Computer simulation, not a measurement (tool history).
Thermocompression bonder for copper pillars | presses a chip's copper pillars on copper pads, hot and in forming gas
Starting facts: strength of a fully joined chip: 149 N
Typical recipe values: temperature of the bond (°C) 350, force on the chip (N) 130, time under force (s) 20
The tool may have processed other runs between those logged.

run	hour	temperature of the bond (°C)	force on the chip (N)	time under force (s)	force that shears a chip off (N)
1	0	350	130	20	71.8
2	26.6	350	130	20	72.8
3	61.3	350	130	20	72.5
# hour 89.1: forming gas filter changed
4	104.1	350	130	20	71.8
5	132.6	350	130	20	72.2
6	169.4	374	141	25	101.3
7	202.4	374	141	25	100.8
8	224.2	350	163	21	86.1
9	259.9	350	163	21	85.8

Run 10, settings as shown, results not yet in. Your forecast:
10	304.5	371	130	37	?

{"run 10": {"force that shears a chip off (N)": 105.6}}
With the hidden condition absent and the run-to-run variation left alone, this run would have shown force that shears a chip off (N) 105.7.

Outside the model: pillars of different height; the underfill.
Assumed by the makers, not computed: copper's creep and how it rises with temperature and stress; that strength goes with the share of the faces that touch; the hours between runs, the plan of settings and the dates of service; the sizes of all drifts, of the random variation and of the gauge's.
